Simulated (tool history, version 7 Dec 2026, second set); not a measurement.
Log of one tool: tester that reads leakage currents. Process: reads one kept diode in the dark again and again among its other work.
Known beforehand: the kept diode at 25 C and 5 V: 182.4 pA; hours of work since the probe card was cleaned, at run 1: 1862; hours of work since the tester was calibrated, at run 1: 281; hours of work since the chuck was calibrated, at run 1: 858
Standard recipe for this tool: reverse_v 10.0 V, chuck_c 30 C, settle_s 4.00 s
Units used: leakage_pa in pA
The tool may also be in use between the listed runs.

run   hour  reverse_v  chuck_c  settle_s  hours of work since the probe card was cleaned  hours of work since the tester was calibrated  hours of work since the chuck was calibrated  leakage_pa
  1    0.0       10.0       30      4.00                                            1862                                            281                                           858      381.61
  2   20.2       10.0       30      4.00                                            1872                                            292                                           868      381.60
  3   55.8       10.0       30      1.47                                            1891                                            310                                           887      383.47
  4   77.7       10.0       30      1.47                                            1903                                            322                                           899      381.85
  5  102.5       10.0       30      1.47                                            1916                                            335                                           912      381.95
  6  132.2       10.0       30      6.69                                            1931                                            350                                           927      383.17
  7  147.3       10.0       53      6.69                                            1939                                            358                                           935     2603.77
  8  169.0       10.0       30      5.89                                            1951                                            370                                           947      382.78
  9  197.3       10.0       30      4.00                                            1965                                            385                                           961      382.94
 10  230.3       10.0       30      0.55                                            1983                                            402                                           979      383.63
     263.9  -- probe card cleaned and baked
 11  264.1       10.0       30      0.55                                               0                                            418                                           995      380.30
     273.8  -- chuck's temperature calibrated
 12  300.2       10.0       30      0.55                                              18                                            436                                            14      383.31
 13  317.5       10.0       30      4.00                                              27                                            445                                            23      381.94
 14  345.7       10.0       23      4.00                                              42                                            460                                            38      200.97
 15  371.8       10.0       30      0.77                                              56                                            474                                            51      383.54
 16  402.8       10.0       30      0.77                                              72                                            490                                            68      381.87
 17  433.0        6.2       28      7.86                                              88                                            506                                            84      261.75
 18  452.6        6.2       28      7.86                                              98                                            516                                            94      262.11
 19  479.9        7.2       27      1.47                                             112                                            530                                           108      254.81
 20  500.3        7.2       27      0.78                                             123                                            541                                           119      255.92
 21  526.0        7.2       26      0.78                                             137                                            555                                           132      232.39
 22  541.2        1.8       29      0.78                                             145                                            563                                           140      174.27
 23  557.7        1.8       48      0.78                                             153                                            571                                           149      873.24
 24  592.7        1.8       48      0.78                                             172                                            590                                           167      874.54
 25  625.3        3.9       22      0.64                                             189                                            607                                           185      125.03
 26  640.4       10.0       35      1.12                                             197                                            615                                           192      594.82
 27  657.0        2.3       21      6.40                                             205                                            623                                           201       91.67
 28  688.6        3.8       25      6.40                                             222                                            640                                           218      162.66
 29  706.3        7.2       30      4.00                                             231                                            649                                           227      334.57
 30  732.4        7.2       27      4.00                                             245                                            663                                           241      255.35
 31  752.3        7.2       27      4.00                                             255                                            673                                           251      255.70

What would each run have given without the hidden state, its run-to-run variation left as it was?
Hidden conditions of the tool in this case: stray current of the dirty probe card, pA a volt; current scale over the true one, %; true chuck temperature over the reading, C; drift of the gauge itself on leakage_pa, %.
run  leakage_pa
  1      381.92
  2      381.91
  3      383.79
  4      382.18
  5      382.28
  6      383.50
  7     2606.40
  8      383.12
  9      383.29
 10      383.99
 11      380.79
 12      383.35
 13      381.98
 14      200.99
 15      383.59
 16      381.93
 17      261.79
 18      262.16
 19      254.86
 20      255.97
 21      232.45
 22      174.32
 23      873.45
 24      874.77
 25      125.06
 26      594.99
 27       91.70
 28      162.71
 29      334.68
 30      255.44
 31      255.79

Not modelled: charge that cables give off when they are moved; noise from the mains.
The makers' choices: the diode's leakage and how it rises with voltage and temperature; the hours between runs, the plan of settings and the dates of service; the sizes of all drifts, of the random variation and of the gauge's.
